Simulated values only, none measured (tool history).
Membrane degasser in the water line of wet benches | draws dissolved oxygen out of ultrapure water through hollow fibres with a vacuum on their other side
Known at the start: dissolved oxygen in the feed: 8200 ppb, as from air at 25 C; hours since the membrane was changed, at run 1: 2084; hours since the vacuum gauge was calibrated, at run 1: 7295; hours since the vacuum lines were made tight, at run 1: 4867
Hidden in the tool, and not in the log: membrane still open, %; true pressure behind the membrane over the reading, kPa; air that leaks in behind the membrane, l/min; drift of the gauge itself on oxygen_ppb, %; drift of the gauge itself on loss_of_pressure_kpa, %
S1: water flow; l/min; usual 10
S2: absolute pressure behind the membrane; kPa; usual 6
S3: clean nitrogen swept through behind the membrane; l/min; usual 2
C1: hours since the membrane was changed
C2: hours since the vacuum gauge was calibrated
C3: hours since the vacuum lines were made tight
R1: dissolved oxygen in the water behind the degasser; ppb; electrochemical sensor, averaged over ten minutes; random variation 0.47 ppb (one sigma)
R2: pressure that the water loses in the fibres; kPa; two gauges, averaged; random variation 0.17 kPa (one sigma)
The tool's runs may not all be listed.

{"run": 1, "hour": 0.0, "S1": 10, "S2": 6, "S3": 2, "C1": 2084, "C2": 7295, "C3": 4867, "R1": 43.4, "R2": 28.95}
{"run": 2, "hour": 50.8, "S1": 10, "S2": 6, "S3": 2, "C1": 2135, "C2": 7346, "C3": 4918, "R1": 41.8, "R2": 29}
{"run": 3, "hour": 89.7, "S1": 10, "S2": 6, "S3": 2, "C1": 2174, "C2": 7385, "C3": 4957, "R1": 41.6, "R2": 28.79}
{"run": 4, "hour": 133.6, "S1": 7, "S2": 6, "S3": 2, "C1": 2218, "C2": 7429, "C3": 5000, "R1": 28.5, "R2": 19.82}
{"run": 5, "hour": 176.7, "S1": 7, "S2": 6, "S3": 2, "C1": 2261, "C2": 7472, "C3": 5044, "R1": 29.3, "R2": 20.31}
{"run": 6, "hour": 209.7, "S1": 7, "S2": 6, "S3": 2, "C1": 2294, "C2": 7505, "C3": 5077, "R1": 28.4, "R2": 20.37}
{"run": 7, "hour": 260.3, "S1": 7, "S2": 6, "S3": 2, "C1": 2344, "C2": 7556, "C3": 5127, "R1": 28.7, "R2": 20.1}
{"run": 8, "hour": 296.3, "S1": 7, "S2": 6, "S3": 2, "C1": 2380, "C2": 7592, "C3": 5163, "R1": 29.2, "R2": 20.45}
{"run": 9, "hour": 328.3, "S1": 7, "S2": 6, "S3": 2, "C1": 2412, "C2": 7624, "C3": 5195, "R1": 29.1, "R2": 20.25}
{"run": 10, "hour": 351.1, "S1": 7, "S2": 6, "S3": 2, "C1": 2435, "C2": 7646, "C3": 5218, "R1": 28.3, "R2": 20.42}
{"run": 11, "hour": 375.9, "S1": 10, "S2": 6, "S3": 0.93, "C1": 2460, "C2": 7671, "C3": 5243, "R1": 83.6, "R2": 29.06}
{"run": 12, "hour": 411.7, "S1": 7, "S2": 5.53, "S3": 1.79, "C1": 2496, "C2": 7707, "C3": 5279, "R1": 26.8, "R2": 20.59}
{"run": 13, "hour": 456.6, "S1": 13, "S2": 5.53, "S3": 4.89, "C1": 2541, "C2": 7752, "C3": 5323, "R1": 28.8, "R2": 37.45}
{"run": 14, "hour": 501.6, "S1": 8, "S2": 5.05, "S3": 5.74, "C1": 2586, "C2": 7797, "C3": 5368, "R1": 9.3, "R2": 22.96}
{"hour": 508.6, "done": "vacuum gauge calibrated"}
{"run": 15, "hour": 546.5, "S1": 8, "S2": 6.09, "S3": 4.02, "C1": 2630, "C2": 38, "C3": 5413, "R1": 15.6, "R2": 23.08}
{"run": 16, "hour": 587.7, "S1": 7, "S2": 6.67, "S3": 0.89, "C1": 2671, "C2": 79, "C3": 5454, "R1": 68.5, "R2": 20.12}
{"run": 17, "hour": 625.1, "S1": 7, "S2": 6.67, "S3": 0.89, "C1": 2709, "C2": 117, "C3": 5492, "R1": 66.7, "R2": 20.17}
{"run": 18, "hour": 664.9, "S1": 7, "S2": 6.67, "S3": 0.89, "C1": 2749, "C2": 156, "C3": 5531, "R1": 67.6, "R2": 20.08}
{"run": 19, "hour": 716.5, "S1": 9, "S2": 7.17, "S3": 2, "C1": 2800, "C2": 208, "C3": 5583, "R1": 46.8, "R2": 26.15}
{"run": 20, "hour": 759.4, "S1": 10, "S2": 3.83, "S3": 1.31, "C1": 2843, "C2": 251, "C3": 5626, "R1": 13.8, "R2": 29.21}
{"run": 21, "hour": 811.1, "S1": 6, "S2": 4.03, "S3": 2.22, "C1": 2895, "C2": 303, "C3": 5677, "R1": 6.1, "R2": 17.15}
{"run": 22, "hour": 863.8, "S1": 6, "S2": 9.34, "S3": 0.92, "C1": 2947, "C2": 355, "C3": 5730, "R1": 100.7, "R2": 17.46}

5 ways to go on from here, each from the tool as it stands after run 22. What would each give?
{"run": "A", "hour": 887.3, "S1": 8, "S2": 10.16, "S3": 1.67, "C1": 2971, "C2": 379, "C3": 5754, "R1": "?", "R2": "?"}
{"run": "B", "hour": 887.3, "S1": 10, "S2": 6.93, "S3": 2, "C1": 2971, "C2": 379, "C3": 5754, "R1": "?", "R2": "?"}
{"run": "C", "hour": 887.3, "S1": 10, "S2": 4.53, "S3": 3.21, "C1": 2971, "C2": 379, "C3": 5754, "R1": "?", "R2": "?"}
{"run": "D", "hour": 887.3, "S1": 11, "S2": 9.34, "S3": 2.44, "C1": 2971, "C2": 379, "C3": 5754, "R1": "?", "R2": "?"}
{"run": "E", "hour": 887.3, "S1": 10, "S2": 14.81, "S3": 1.85, "C1": 2971, "C2": 379, "C3": 5754, "R1": "?", "R2": "?"}

run=A R1=84 R2=23.14
run=B R1=48.9 R2=29.01
run=C R1=12.9 R2=29.12
run=D R1=73.6 R2=32.31
run=E R1=155 R2=28.99
Without the tool's hidden state the same runs would have given:
run=A R1=81.7 R2=22.89
run=B R1=47.6 R2=28.69
run=C R1=12.3 R2=28.8
run=D R1=71.7 R2=31.95
run=E R1=151.7 R2=28.67
